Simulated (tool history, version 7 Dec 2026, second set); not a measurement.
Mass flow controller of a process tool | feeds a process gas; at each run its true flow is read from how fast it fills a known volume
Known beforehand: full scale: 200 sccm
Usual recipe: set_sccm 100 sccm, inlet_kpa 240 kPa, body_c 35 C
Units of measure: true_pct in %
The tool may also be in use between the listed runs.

run    hour  set_sccm  inlet_kpa  body_c  true_pct
  1       0       100        240      35     97.22
  2     288       100        240      35     97.11
  3   623.9       157        240      35     96.75
  4   953.3       100        154      35     96.22
  5  1280.9       100        240      35     96.64
  6    1529       100        240      35     96.66
  7  1926.1       100        240      35     96.62
  8  2229.8        41        240      35     98.23
  9  2651.7        41        240      35     98.24
 10  2837.2        41        240      35     98.14
     3136.6  -- controller exchanged for a calibrated one
 11  3244.8        41        240      35     99.04
 12  3526.9        41        240      35     99.02
 13  3789.5        33        240      35     99.08
 14  4191.4        91        178      27     98.93
 15  4598.5        91        178      27     98.79
 16  4818.4        69        217      22     99.46
 17  5025.5        39        208      27     99.38
 18  5323.8        39        208      27     99.49
 19  5619.5        27        178      35     99.18
 20  5928.6       100        140      28     97.99
 21    6106       167        206      37     97.54

5 ways to go on from here, each from the tool as it stands after run 21. What would each give?
  A  6280.8        43        257      37         ?
  B  6280.8       113        141      24         ?
  C  6280.8        20        140      39         ?
  D  6280.8        20        246      27         ?
  E  6280.8        83        206      37         ?

run  true_pct
  A     98.68
  B     98.22
  C     99.46
  D    101.28
  E     97.62
With no hidden state in the tool, these same runs would have given:
run  true_pct
  A     98.86
  B     99.42
  C     97.75
  D     99.57
  E     98.59
